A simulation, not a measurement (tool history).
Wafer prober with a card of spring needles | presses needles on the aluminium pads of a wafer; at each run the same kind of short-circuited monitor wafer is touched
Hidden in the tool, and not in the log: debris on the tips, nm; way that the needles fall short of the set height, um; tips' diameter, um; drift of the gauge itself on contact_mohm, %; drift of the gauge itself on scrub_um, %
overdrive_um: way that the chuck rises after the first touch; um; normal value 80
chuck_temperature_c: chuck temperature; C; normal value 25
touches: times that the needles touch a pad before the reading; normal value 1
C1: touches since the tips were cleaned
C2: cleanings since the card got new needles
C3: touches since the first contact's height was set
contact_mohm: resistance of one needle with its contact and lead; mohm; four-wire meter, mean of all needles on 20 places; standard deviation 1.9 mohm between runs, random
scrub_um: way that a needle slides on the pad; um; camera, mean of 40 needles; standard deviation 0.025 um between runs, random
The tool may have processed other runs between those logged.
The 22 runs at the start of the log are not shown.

{"hour": 158.6, "done": "tips cleaned on abrasive film"}
{"run": 23, "hour": 164.6, "overdrive_um": 69, "chuck_temperature_c": 113, "touches": 2, "C1": 3351, "C2": 20, "C3": 118238, "contact_mohm": 247, "scrub_um": 13.55}
{"hour": 169.0, "done": "tips cleaned on abrasive film"}
{"run": 24, "hour": 169.8, "overdrive_um": 69, "chuck_temperature_c": 113, "touches": 2, "C1": 467, "C2": 21, "C3": 121078, "contact_mohm": 228, "scrub_um": 13.58}
{"run": 25, "hour": 177.8, "overdrive_um": 69, "chuck_temperature_c": 110, "touches": 1, "C1": 4948, "C2": 21, "C3": 125559, "contact_mohm": 267, "scrub_um": 13.55}
{"hour": 179.5, "done": "tips cleaned on abrasive film"}
{"run": 26, "hour": 187.2, "overdrive_um": 80, "chuck_temperature_c": 83, "touches": 1, "C1": 4312, "C2": 22, "C3": 130738, "contact_mohm": 248, "scrub_um": 15.71}
{"hour": 189.8, "done": "tips cleaned on abrasive film"}
{"run": 27, "hour": 197.1, "overdrive_um": 80, "chuck_temperature_c": 40, "touches": 2, "C1": 4076, "C2": 23, "C3": 136184, "contact_mohm": 225, "scrub_um": 15.7}
{"hour": 200.0, "done": "tips cleaned on abrasive film"}
{"run": 28, "hour": 207.5, "overdrive_um": 80, "chuck_temperature_c": 40, "touches": 2, "C1": 4161, "C2": 24, "C3": 141924, "contact_mohm": 225, "scrub_um": 15.72}
{"hour": 210.7, "done": "tips cleaned on abrasive film"}
{"run": 29, "hour": 217.3, "overdrive_um": 80, "chuck_temperature_c": 40, "touches": 2, "C1": 3691, "C2": 25, "C3": 147338, "contact_mohm": 220, "scrub_um": 15.7}
{"hour": 220.6, "done": "tips cleaned on abrasive film"}
{"run": 30, "hour": 227.7, "overdrive_um": 72, "chuck_temperature_c": 53, "touches": 2, "C1": 3976, "C2": 26, "C3": 153098, "contact_mohm": 236, "scrub_um": 14.06}
{"hour": 231.2, "done": "tips cleaned on abrasive film"}
{"run": 31, "hour": 233.5, "overdrive_um": 95, "chuck_temperature_c": 25, "touches": 3, "C1": 1315, "C2": 27, "C3": 156286, "contact_mohm": 203, "scrub_um": 18.66}
{"run": 32, "hour": 239.3, "overdrive_um": 95, "chuck_temperature_c": 25, "touches": 3, "C1": 4539, "C2": 27, "C3": 159510, "contact_mohm": 205, "scrub_um": 18.68}
{"hour": 241.8, "done": "tips cleaned on abrasive film"}
{"run": 33, "hour": 249.7, "overdrive_um": 80, "chuck_temperature_c": 45, "touches": 1, "C1": 4391, "C2": 28, "C3": 165219, "contact_mohm": 244, "scrub_um": 15.65}

Branching from run 33: 3 alternative next runs. What would each branch give?
{"hour": 251.7, "done": "tips cleaned on abrasive film"}
{"run": "A", "hour": 258.8, "overdrive_um": 80, "chuck_temperature_c": 45, "touches": 1, "C1": 3947, "C2": 29, "C3": 170236, "contact_mohm": "?", "scrub_um": "?"}
{"hour": 251.7, "done": "tips cleaned on abrasive film"}
{"run": "B", "hour": 258.8, "overdrive_um": 80, "chuck_temperature_c": 72, "touches": 1, "C1": 3947, "C2": 29, "C3": 170236, "contact_mohm": "?", "scrub_um": "?"}
{"hour": 251.7, "done": "tips cleaned on abrasive film"}
{"run": "C", "hour": 258.8, "overdrive_um": 80, "chuck_temperature_c": 45, "touches": 3, "C1": 3947, "C2": 29, "C3": 170236, "contact_mohm": "?", "scrub_um": "?"}

run=A contact_mohm=242 scrub_um=15.56
run=B contact_mohm=247 scrub_um=15.57
run=C contact_mohm=212 scrub_um=15.62
The same runs, with their run-to-run variation unchanged, on a tool lacking any hidden condition would have given:
run=A contact_mohm=198 scrub_um=16.02
run=B contact_mohm=205 scrub_um=16.03
run=C contact_mohm=195 scrub_um=16.08

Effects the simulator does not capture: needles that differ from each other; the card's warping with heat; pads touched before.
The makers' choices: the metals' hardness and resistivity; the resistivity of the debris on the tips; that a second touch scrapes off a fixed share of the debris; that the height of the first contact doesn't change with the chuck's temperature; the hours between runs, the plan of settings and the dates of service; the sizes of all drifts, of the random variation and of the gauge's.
